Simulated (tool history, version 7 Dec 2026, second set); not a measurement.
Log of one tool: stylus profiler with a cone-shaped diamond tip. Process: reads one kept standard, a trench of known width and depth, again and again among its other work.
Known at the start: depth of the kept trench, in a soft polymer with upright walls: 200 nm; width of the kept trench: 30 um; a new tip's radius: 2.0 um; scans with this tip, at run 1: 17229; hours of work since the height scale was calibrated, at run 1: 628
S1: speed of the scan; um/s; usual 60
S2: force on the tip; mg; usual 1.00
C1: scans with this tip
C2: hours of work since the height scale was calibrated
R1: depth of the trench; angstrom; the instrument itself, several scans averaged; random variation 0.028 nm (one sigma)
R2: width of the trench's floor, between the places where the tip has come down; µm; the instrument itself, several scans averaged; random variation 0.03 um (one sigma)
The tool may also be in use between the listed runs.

run 1 hour=0.0 | S1=60 S2=1.00 | C1=17229 C2=628 | R1=2019.3 R2=26.76
run 2 hour=58.8 | S1=60 S2=2.25 | C1=17572 C2=662 | R1=2031.4 R2=26.85
run 3 hour=117.5 | S1=60 S2=2.25 | C1=17916 C2=696 | R1=2031.6 R2=26.84
run 4 hour=186.7 | S1=127 S2=1.00 | C1=18321 C2=736 | R1=2019.4 R2=26.08
run 5 hour=266.5 | S1=32 S2=1.00 | C1=18788 C2=782 | R1=2019.5 R2=26.87
run 6 hour=341.7 | S1=32 S2=1.00 | C1=19227 C2=826 | R1=2019.8 R2=26.88
run 7 hour=400.2 | S1=32 S2=1.00 | C1=19569 C2=860 | R1=2019.4 R2=26.83
run 8 hour=444.6 | S1=52 S2=1.00 | C1=19829 C2=885 | R1=2019.6 R2=26.62
run 9 hour=516.3 | S1=65 S2=2.67 | C1=20249 C2=927 | R1=2036.0 R2=26.78
run 10 hour=595.5 | S1=110 S2=1.36 | C1=20712 C2=973 | R1=2023.6 R2=26.23
run 11 hour=662.8 | S1=215 S2=2.05 | C1=21106 C2=1012 | R1=2030.3 R2=25.80
-- hour=667.1 height scale calibrated on a step standard
run 12 hour=746.7 | S1=74 S2=1.38 | C1=21594 C2=46 | R1=2025.5 R2=26.46
run 13 hour=798.0 | S1=74 S2=1.38 | C1=21894 C2=76 | R1=2025.8 R2=26.42
run 14 hour=845.6 | S1=74 S2=1.38 | C1=22173 C2=103 | R1=2025.7 R2=26.48
run 15 hour=932.6 | S1=64 S2=0.63 | C1=22681 C2=154 | R1=2016.7 R2=26.29
run 16 hour=972.2 | S1=64 S2=0.63 | C1=22913 C2=177 | R1=2016.8 R2=26.33

Forecast each of these 3 alternatives for the next run:
run A hour=1025.6 | S1=18 S2=1.92 | C1=23225 C2=208 | R1=? R2=?
run B hour=1025.6 | S1=68 S2=0.96 | C1=23225 C2=208 | R1=? R2=?
run C hour=1025.6 | S1=172 S2=0.52 | C1=23225 C2=208 | R1=? R2=?

run=A R1=2031.1 R2=26.85
run=B R1=2021.7 R2=26.34
run=C R1=2014.7 R2=24.92
Without the tool's hidden state the same runs would have given:
run=A R1=2026.6 R2=28.18
run=B R1=2017.2 R2=27.66
run=C R1=2010.2 R2=26.24
